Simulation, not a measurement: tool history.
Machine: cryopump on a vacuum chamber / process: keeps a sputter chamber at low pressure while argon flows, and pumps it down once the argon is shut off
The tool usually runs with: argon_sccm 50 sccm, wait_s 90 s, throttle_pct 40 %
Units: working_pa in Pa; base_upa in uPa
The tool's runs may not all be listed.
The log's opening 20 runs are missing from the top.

At hour 605.3: pump warmed up, emptied and cooled again.
Run 21, hour 625.5: usual settings but argon_sccm 34 sccm, wait_s 229 s. Result: working_pa 0.0610 Pa, base_upa 0.24 uPa.
Run 22, hour 647.5: usual settings but argon_sccm 25 sccm, wait_s 29 s. Result: working_pa 0.0469 Pa, base_upa 0.73 uPa.
Run 23, hour 674.4: usual settings but argon_sccm 87 sccm, wait_s 29 s, throttle_pct 32 %. Result: working_pa 0.1978 Pa, base_upa 0.72 uPa.
Run 24, hour 704.2: usual settings but throttle_pct 22 %. Result: working_pa 0.1664 Pa, base_upa 0.40 uPa.
Run 25, hour 726.9: usual settings but argon_sccm 67 sccm, wait_s 39 s, throttle_pct 30 %. Result: working_pa 0.1646 Pa, base_upa 0.59 uPa.
Run 26, hour 750.6: usual settings but argon_sccm 44 sccm, wait_s 108 s, throttle_pct 19 %. Result: working_pa 0.1697 Pa, base_upa 0.35 uPa.
Run 27, hour 780.8: usual settings but argon_sccm 44 sccm, wait_s 105 s, throttle_pct 42 %. Result: working_pa 0.0780 Pa, base_upa 0.39 uPa.
Run 28, hour 819.4: usual settings but argon_sccm 44 sccm, wait_s 105 s, throttle_pct 42 %. Result: working_pa 0.0788 Pa, base_upa 0.37 uPa.
Run 29, hour 842.2: usual settings but argon_sccm 44 sccm, wait_s 105 s, throttle_pct 42 %. Result: working_pa 0.0790 Pa, base_upa 0.36 uPa.
Run 30, hour 882.7: usual settings but argon_sccm 33 sccm, wait_s 118 s, throttle_pct 35 %. Result: working_pa 0.0704 Pa, base_upa 0.38 uPa.
Run 31, hour 915.1: usual settings but wait_s 63 s. Result: working_pa 0.0947 Pa, base_upa 0.48 uPa.
Run 32, hour 947.5: usual settings but argon_sccm 29 sccm, wait_s 264 s, throttle_pct 19 %. Result: working_pa 0.1142 Pa, base_upa 0.33 uPa.
Run 33, hour 990.8: usual settings but argon_sccm 64 sccm, wait_s 264 s, throttle_pct 56 %. Result: working_pa 0.0902 Pa, base_upa 0.33 uPa.

Predict each of these 3 candidate next runs independently; none follows another, all start after run 33:
Run A, hour 1023.9: usual settings but argon_sccm 64 sccm, wait_s 264 s, throttle_pct 31 %. Result: working_pa ?, base_upa ?.
Run B, hour 1023.9: usual settings but throttle_pct 35 %. Result: working_pa ?, base_upa ?.
Run C, hour 1023.9: usual settings but argon_sccm 75 sccm, wait_s 156 s, throttle_pct 41 %. Result: working_pa ?, base_upa ?.

run  working_pa  base_upa
  A      0.1564      0.36
  B      0.1088      0.41
  C      0.1418      0.42
With the hidden condition removed and each run's random variation left untouched, the same runs would have given:
run  working_pa  base_upa
  A      0.1481      0.21
  B      0.1024      0.26
  C      0.1320      0.26
